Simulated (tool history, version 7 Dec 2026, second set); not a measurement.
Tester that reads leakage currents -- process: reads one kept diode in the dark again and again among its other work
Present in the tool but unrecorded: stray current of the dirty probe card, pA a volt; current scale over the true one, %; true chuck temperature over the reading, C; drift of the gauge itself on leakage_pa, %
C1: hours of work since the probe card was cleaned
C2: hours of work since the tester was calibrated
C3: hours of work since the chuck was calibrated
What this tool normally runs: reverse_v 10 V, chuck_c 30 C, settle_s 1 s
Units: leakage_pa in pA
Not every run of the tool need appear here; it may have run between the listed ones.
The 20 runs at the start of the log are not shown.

{"run": 21, "hour": 978.2, "reverse_v": 1.7, "chuck_c": 30, "settle_s": 1, "C1": 2453, "C2": 95, "C3": 503, "leakage_pa": 83.17}
{"run": 22, "hour": 1014.0, "reverse_v": 7.9, "chuck_c": 30, "settle_s": 1, "C1": 2475, "C2": 117, "C3": 524, "leakage_pa": 203.76}
{"run": 23, "hour": 1043.1, "reverse_v": 1.8, "chuck_c": 20, "settle_s": 4.34, "C1": 2492, "C2": 134, "C3": 542, "leakage_pa": 35.58}
{"run": 24, "hour": 1077.9, "reverse_v": 1.8, "chuck_c": 20, "settle_s": 4.34, "C1": 2513, "C2": 155, "C3": 563, "leakage_pa": 35.48}
{"hour": 1132.0, "done": "tester calibrated, once more"}
{"run": 25, "hour": 1132.2, "reverse_v": 1.8, "chuck_c": 20, "settle_s": 4.34, "C1": 2545, "C2": 0, "C3": 594, "leakage_pa": 35.14}
{"run": 26, "hour": 1184.9, "reverse_v": 1.8, "chuck_c": 20, "settle_s": 4.34, "C1": 2576, "C2": 32, "C3": 626, "leakage_pa": 35.03}
{"run": 27, "hour": 1238.6, "reverse_v": 10, "chuck_c": 33, "settle_s": 2.37, "C1": 2609, "C2": 64, "C3": 658, "leakage_pa": 299.38}
{"run": 28, "hour": 1270.9, "reverse_v": 1.3, "chuck_c": 21, "settle_s": 0.34, "C1": 2628, "C2": 84, "C3": 678, "leakage_pa": 33.03}
{"run": 29, "hour": 1301.6, "reverse_v": 1.3, "chuck_c": 21, "settle_s": 0.34, "C1": 2647, "C2": 102, "C3": 696, "leakage_pa": 33.18}
{"run": 30, "hour": 1336.4, "reverse_v": 10, "chuck_c": 25, "settle_s": 4.73, "C1": 2668, "C2": 123, "C3": 717, "leakage_pa": 154.58}
{"run": 31, "hour": 1391.6, "reverse_v": 14.6, "chuck_c": 50, "settle_s": 1, "C1": 2701, "C2": 157, "C3": 751, "leakage_pa": 1502.28}
{"run": 32, "hour": 1441.6, "reverse_v": 14.6, "chuck_c": 35, "settle_s": 1.08, "C1": 2731, "C2": 187, "C3": 781, "leakage_pa": 450.91}
{"run": 33, "hour": 1496.0, "reverse_v": 10, "chuck_c": 21, "settle_s": 2.8, "C1": 2764, "C2": 219, "C3": 814, "leakage_pa": 113.74}
{"run": 34, "hour": 1539.4, "reverse_v": 2.8, "chuck_c": 30, "settle_s": 2.51, "C1": 2790, "C2": 246, "C3": 840, "leakage_pa": 113.26}
{"run": 35, "hour": 1570.9, "reverse_v": 8.8, "chuck_c": 58, "settle_s": 3.21, "C1": 2809, "C2": 265, "C3": 859, "leakage_pa": 2119.77}
{"run": 36, "hour": 1626.8, "reverse_v": 1.6, "chuck_c": 22, "settle_s": 2.44, "C1": 2843, "C2": 298, "C3": 892, "leakage_pa": 41.23}
{"run": 37, "hour": 1655.2, "reverse_v": 1.6, "chuck_c": 39, "settle_s": 1.28, "C1": 2860, "C2": 315, "C3": 910, "leakage_pa": 179.32}
{"run": 38, "hour": 1685.7, "reverse_v": 10, "chuck_c": 56, "settle_s": 1.97, "C1": 2878, "C2": 334, "C3": 928, "leakage_pa": 1966.59}
{"run": 39, "hour": 1737.0, "reverse_v": 10, "chuck_c": 56, "settle_s": 3.6, "C1": 2909, "C2": 365, "C3": 959, "leakage_pa": 1976.45}
{"run": 40, "hour": 1790.5, "reverse_v": 12.1, "chuck_c": 30, "settle_s": 1.38, "C1": 2941, "C2": 397, "C3": 991, "leakage_pa": 272.85}

Alternative continuations, all from the tool just after run 40; predict every row:
{"run": "A", "hour": 1829.4, "reverse_v": 5.2, "chuck_c": 31, "settle_s": 1, "C1": 2965, "C2": 420, "C3": 1014, "leakage_pa": "?"}
{"run": "B", "hour": 1829.4, "reverse_v": 1.7, "chuck_c": 48, "settle_s": 1.34, "C1": 2965, "C2": 420, "C3": 1014, "leakage_pa": "?"}
{"run": "C", "hour": 1829.4, "reverse_v": 1.9, "chuck_c": 30, "settle_s": 4.88, "C1": 2965, "C2": 420, "C3": 1014, "leakage_pa": "?"}

run=A leakage_pa=181.69
run=B leakage_pa=394.71
run=C leakage_pa=92.73
Take away the tool's hidden state, keep each run's random variation, and the runs would have read:
run=A leakage_pa=150.51
run=B leakage_pa=349.07
run=C leakage_pa=78.12
